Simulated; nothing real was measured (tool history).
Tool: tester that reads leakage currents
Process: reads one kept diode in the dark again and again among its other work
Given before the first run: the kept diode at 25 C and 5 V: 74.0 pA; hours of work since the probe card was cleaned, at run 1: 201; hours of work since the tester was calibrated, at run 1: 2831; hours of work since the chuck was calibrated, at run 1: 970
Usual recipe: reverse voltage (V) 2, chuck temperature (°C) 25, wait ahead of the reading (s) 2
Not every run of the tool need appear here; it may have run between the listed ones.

run      day  reverse voltage (V)  chuck temperature (°C)  wait ahead of the reading (s)  hours of work since the probe card was cleaned  hours of work since the tester was calibrated  hours of work since the chuck was calibrated  current that the tester gives (pA)
  1        0                    2                      25                              2                                             201                                           2831                                           970                               48.39
  2    7.438                    2                      25                              2                                             329                                           2959                                          1098                               48.64
  3   15.679                    2                      25                           9.92                                             470                                           3100                                          1239                               48.18
  4   22.992                 1.17                      25                              2                                             596                                           3226                                          1365                               37.61
  5   28.412                    2                      25                              2                                             689                                           3319                                          1458                               48.45
  6   32.771                    2                      25                              2                                             764                                           3394                                          1533                                48.4
  7   37.658                    2                      25                              2                                             848                                           3478                                          1617                               48.26
  8   43.833                11.95                      25                              2                                             954                                           3584                                          1723                              112.75
  9   47.592                11.95                      25                              2                                            1018                                           3648                                          1787                              112.68
 10   52.788                    2                      40                              2                                            1108                                           3737                                          1876                              155.53
 11    57.15                    2                      40                              2                                            1183                                           3812                                          1951                              156.49
 12   62.892                    2                      20                              2                                            1281                                           3911                                          2050                               32.09
 13   67.329                    2                      20                              2                                            1357                                           3987                                          2126                               31.86
      72.929  -- chuck's temperature calibrated
 14   75.079                    2                      20                              2                                            1489                                           4119                                            37                               32.04
 15     82.4                    2                      20                              2                                            1615                                           4245                                           163                               32.02
 16   89.279                 8.04                      20                              2                                            1733                                           4363                                           281                               61.38
      95.858  -- probe card cleaned and baked
 17   96.825                 8.04                      20                              2                                              17                                           4490                                           408                               61.24
 18  102.929                    2                      23                              2                                             121                                           4595                                           513                               41.19
 19    109.3                16.91                      25                              2                                             231                                           4704                                           623                               132.4
     115.225  -- tester calibrated
 20  115.762                    2                      25                              2                                             340                                              9                                           732                               48.21
 21  121.521                 10.1                      27                           6.73                                             439                                            108                                           831                              121.92
 22  125.342                 10.1                      27                           6.73                                             505                                            174                                           897                              121.71
 23  131.296                    2                      48                           9.85                                             607                                            276                                           999                               279.1
 24  135.167                 4.72                      31                           7.36                                             674                                            342                                          1065                              116.72
 25  140.296                 4.42                      27                           6.67                                             762                                            431                                          1153                               82.59
 26  146.192                15.25                      44                           6.67                                             863                                            532                                          1255                              542.66
 27  150.946                15.25                      44                           6.67                                             945                                            613                                          1336                              544.11
 28      159                 2.52                      44                           1.71                                            1083                                            752                                          1475                              231.67
 29    165.7                 2.52                      44                           1.71                                            1198                                            867                                          1590                              233.14
 30  170.742                 3.23                      29                              2                                            1285                                            953                                          1676                                84.2
 31  178.892                 1.73                      33                           2.49                                            1425                                           1093                                          1816                               85.69
 32  183.104                 1.73                      33                           2.49                                            1497                                           1166                                          1889                               86.13
 33  190.288                 1.73                      33                           2.49                                            1620                                           1289                                          2012                               85.33
 34  195.383                 3.24                      51                           4.88                                            1708                                           1377                                          2100                               432.3
     202.692  -- chuck's temperature calibrated
     203.508  -- probe card cleaned and baked
 35  203.638                 6.41                      48                           2.76                                               2                                           1515                                            14                              483.03
 36  208.775                 6.41                      48                           2.76                                              90                                           1603                                           102                              483.94
 37   216.45                 6.41                      26                           2.76                                             222                                           1735                                           234                               91.01
 38  223.254                 6.41                      26                           2.76                                             339                                           1852                                           351                               90.58
 39  230.379                 6.41                      34                           0.76                                             461                                           1974                                           473                              171.22

Subtracting, for every run, the result it would have given without the tool's unlogged condition from the measured result gives the following. The same run-to-run variation enters both numbers; the gauge's scatter may not:
Unlogged tool condition in this case: stray current of the dirty probe card, pA a volt; current scale over the true one, %; true chuck temperature over the reading, C; drift of the gauge itself on leakage_pa, %.
run  current that the tester gives (pA)
  1                               +0.03
  2                               +0.03
  3                               +0.03
  4                               +0.03
  5                               +0.04
  6                               +0.04
  7                               +0.04
  8                               +0.11
  9                               +0.12
 10                               +0.13
 11                               +0.14
 12                               +0.04
 13                               +0.04
 14                               +0.01
 15                               +0.01
 16                               +0.02
 17                               +0.01
 18                               +0.01
 19                               +0.04
 20                               +0.02
 21                               +0.06
 22                               +0.06
 23                               +0.12
 24                               +0.06
 25                               +0.06
 26                               +0.32
 27                               +0.35
 28                               +0.16
 29                               +0.17
 30                               +0.07
 31                               +0.08
 32                               +0.09
 33                               +0.09
 34                                +0.4
 35                               -0.03
 36                               -0.01
 37                               +0.01
 38                               +0.02
 39                               +0.03

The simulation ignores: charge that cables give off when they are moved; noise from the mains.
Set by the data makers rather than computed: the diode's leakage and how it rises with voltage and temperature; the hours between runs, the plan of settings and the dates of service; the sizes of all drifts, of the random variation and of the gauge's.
